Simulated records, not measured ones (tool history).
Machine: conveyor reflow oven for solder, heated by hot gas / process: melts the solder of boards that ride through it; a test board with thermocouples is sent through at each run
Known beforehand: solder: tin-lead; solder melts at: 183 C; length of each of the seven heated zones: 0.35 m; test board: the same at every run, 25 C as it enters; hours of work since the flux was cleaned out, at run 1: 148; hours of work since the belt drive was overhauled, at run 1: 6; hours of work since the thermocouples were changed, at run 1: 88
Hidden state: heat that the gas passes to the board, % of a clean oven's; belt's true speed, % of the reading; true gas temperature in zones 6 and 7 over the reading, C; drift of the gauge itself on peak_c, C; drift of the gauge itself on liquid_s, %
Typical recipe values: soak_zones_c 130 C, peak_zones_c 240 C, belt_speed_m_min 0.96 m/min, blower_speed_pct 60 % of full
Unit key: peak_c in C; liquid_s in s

| run | day | soak_zones_c | peak_zones_c | belt_speed_m_min | blower_speed_pct | hours of work since the flux was cleaned out | hours of work since the belt drive was overhauled | hours of work since the thermocouples were changed | peak_c | liquid_s |
|---|---|---|---|---|---|---|---|---|---|---|
| 1 | 0 | 130 | 240 | 0.96 | 60 | 148 | 6 | 88 | 212.1 | 27.4 |
| 2 | 0.529 | 130 | 240 | 0.96 | 60 | 158 | 16 | 98 | 211.4 | 27.9 |
|  | 1.842 | flux residue cleaned out of gas plates and filters |
| 3 | 1.992 | 130 | 240 | 0.96 | 60 | 3 | 40 | 122 | 212.6 | 29.2 |
| 4 | 3.1 | 130 | 240 | 0.96 | 60 | 24 | 61 | 144 | 212.9 | 28.3 |
| 5 | 3.625 | 130 | 235 | 0.96 | 60 | 34 | 72 | 154 | 209.6 | 25.9 |
| 6 | 4.529 | 130 | 235 | 0.96 | 61 | 51 | 89 | 171 | 209.8 | 26.6 |
| 7 | 5.546 | 130 | 235 | 1.029 | 61 | 71 | 108 | 190 | 206.7 | 22.4 |
| 8 | 6.192 | 130 | 235 | 1.029 | 61 | 83 | 121 | 203 | 205.9 | 22.1 |
| 9 | 7.162 | 130 | 241 | 0.96 | 60 | 102 | 139 | 221 | 214.3 | 28.7 |
| 10 | 7.746 | 130 | 241 | 0.96 | 60 | 113 | 150 | 232 | 213.6 | 28.6 |
| 11 | 8.267 | 130 | 241 | 0.96 | 60 | 123 | 160 | 242 | 213.1 | 28.8 |
| 12 | 8.896 | 130 | 240 | 0.96 | 60 | 135 | 172 | 254 | 212 | 27.7 |
| 13 | 9.867 | 130 | 240 | 0.96 | 60 | 153 | 191 | 273 | 211.2 | 27.7 |
| 14 | 10.538 | 130 | 240 | 0.96 | 65 | 166 | 204 | 286 | 213.4 | 28.6 |
|  | 11.458 | flux residue cleaned out of gas plates and filters |
| 15 | 11.662 | 130 | 240 | 0.96 | 72 | 4 | 221 | 303 | 217.3 | 30.4 |
| 16 | 12.692 | 130 | 240 | 1.007 | 80 | 24 | 241 | 323 | 217.2 | 29.4 |
| 17 | 13.75 | 130 | 237 | 1.007 | 61 | 44 | 261 | 343 | 208.8 | 23.9 |
| 18 | 14.804 | 118 | 240 | 0.816 | 60 | 64 | 281 | 363 | 216.3 | 34 |
| 19 | 15.862 | 118 | 240 | 1.021 | 60 | 84 | 301 | 383 | 206.3 | 21 |
| 20 | 16.975 | 130 | 242 | 0.96 | 77 | 105 | 323 | 405 | 219.3 | 31.8 |
| 21 | 17.654 | 118 | 237 | 1.073 | 86 | 118 | 335 | 418 | 209.7 | 22.8 |
| 22 | 18.512 | 130 | 238 | 0.913 | 88 | 135 | 352 | 434 | 219.2 | 34.4 |
| 23 | 19.538 | 117 | 240 | 0.96 | 60 | 154 | 371 | 454 | 207.9 | 23.5 |
| 24 | 20.271 | 131 | 229 | 1.055 | 55 | 168 | 385 | 468 | 195.8 | 15.1 |
|  | 21.004 | flux residue cleaned out of gas plates and filters |
| 25 | 21.696 | 126 | 240 | 1.092 | 79 | 13 | 409 | 491 | 212.4 | 24.3 |
| 26 | 22.675 | 121 | 253 | 1.04 | 60 | 32 | 427 | 510 | 217.7 | 27.1 |
| 27 | 23.767 | 139 | 248 | 0.99 | 52 | 53 | 448 | 530 | 215.9 | 30.4 |
| 28 | 24.996 | 123 | 237 | 0.96 | 60 | 76 | 472 | 554 | 207.4 | 25 |
| 29 | 25.758 | 130 | 231 | 1.072 | 60 | 91 | 486 | 568 | 199.2 | 17.3 |
| 30 | 26.671 | 130 | 231 | 1.072 | 60 | 108 | 504 | 586 | 200 | 17.2 |

4 ways to go on from here, each from the tool as it stands after run 30. What would each give?
| A | 27.25 | 135 | 231 | 1.138 | 60 | 119 | 515 | 597 | ? | ? |
| B | 27.25 | 123 | 231 | 1.128 | 74 | 119 | 515 | 597 | ? | ? |
| C | 27.25 | 130 | 231 | 0.816 | 81 | 119 | 515 | 597 | ? | ? |
| D | 27.25 | 130 | 232 | 0.96 | 60 | 119 | 515 | 597 | ? | ? |

| run | peak_c | liquid_s |
|---|---|---|
| A | 198.5 | 15.9 |
| B | 200.4 | 16.5 |
| C | 214.1 | 36.4 |
| D | 205.1 | 24.3 |
Had the tool no hidden state, the same runs would have come out as:
| run | peak_c | liquid_s |
|---|---|---|
| A | 200.6 | 17.3 |
| B | 202.9 | 17.9 |
| C | 216.6 | 37.3 |
| D | 207.3 | 25.5 |
